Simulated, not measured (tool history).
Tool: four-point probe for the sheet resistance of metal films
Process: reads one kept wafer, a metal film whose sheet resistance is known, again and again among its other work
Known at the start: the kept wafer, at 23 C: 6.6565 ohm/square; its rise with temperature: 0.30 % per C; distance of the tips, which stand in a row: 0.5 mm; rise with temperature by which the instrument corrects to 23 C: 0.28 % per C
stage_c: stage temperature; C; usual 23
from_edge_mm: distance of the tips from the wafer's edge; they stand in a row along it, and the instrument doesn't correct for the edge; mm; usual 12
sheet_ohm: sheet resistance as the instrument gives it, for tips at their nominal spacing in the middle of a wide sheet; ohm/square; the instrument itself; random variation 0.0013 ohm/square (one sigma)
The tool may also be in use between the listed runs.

run	hour	stage_c	from_edge_mm	sheet_ohm
1	0.0	23	12	6.690499
2	33.4	23	12	6.691998
3	57.6	23	12	6.690236
4	114.5	23	12	6.689923
5	141.0	23	12	6.689241
6	185.7	23	12	6.688467
7	227.7	33	12	6.698805
8	271.1	33	12	6.695332
9	298.1	23	52	6.682896
10	347.4	23	52	6.681396
11	398.2	23	52	6.680044
12	453.0	25	12	6.686779
13	478.3	22	12	6.684072
14	520.0	22	12	6.683797
15	570.1	22	21	6.678777
16	618.2	22	21	6.678259
17	650.6	22	21	6.676811
18	694.3	22	21	6.677507
19	737.7	22	21	6.678819
20	782.6	24	4	6.732367
21	826.2	29	7	6.699208
22	854.2	24	30	6.676649
23	880.8	24	30	6.673658
24	905.4	18	30	6.668721
25	943.2	18	27	6.668750
26	975.2	31	32	6.682689
27	1032.2	20	12	6.675015
28	1085.5	33	41	6.682490
29	1127.9	33	41	6.681559
30	1171.4	22	8	6.682068
31	1208.1	24	5	6.707793
32	1264.2	23	15	6.672828
33	1316.7	23	12	6.672984
34	1369.1	30	3	6.770560
# hour 1402.8: stage's thermometer calibrated
35	1418.8	30	3	6.765325
36	1474.8	30	3	6.764052
37	1498.7	20	3	6.752357

Some steps in sheet_ohm between neighbouring runs. How much of each would the tool show without its hidden state too (settings, what came in, random variation), and how much is left for the hidden state, with any gauge scatter that isn't in both results?
The hidden state here: inner tips' distance over the nominal, %; tips' flats over new ones', %; wafer's true temperature over the reading, C; drift of the gauge itself on sheet_ohm, %.
Run 3 -> 4: no setting changed, nothing entered. sheet_ohm -0.000313 ohm/square: hidden state -0.000805, all else +0.000492.
Run 19 -> 20: stage_c 22 -> 24, from_edge_mm 21 -> 4. sheet_ohm +0.053548 ohm/square: hidden state -0.000412, all else +0.053960.
Run 27 -> 28: stage_c 20 -> 33, from_edge_mm 12 -> 41. sheet_ohm +0.007475 ohm/square: hidden state -0.000949, all else +0.008424.
Run 31 -> 32: stage_c 24 -> 23, from_edge_mm 5 -> 15. sheet_ohm -0.034965 ohm/square: hidden state -0.000768, all else -0.034197.
Run 33 -> 34: stage_c 23 -> 30, from_edge_mm 12 -> 3. sheet_ohm +0.097576 ohm/square: hidden state -0.000775, all else +0.098351.
Run 34 -> 35: stage's thermometer calibrated. sheet_ohm -0.005235 ohm/square: hidden state -0.009322, all else +0.004087.
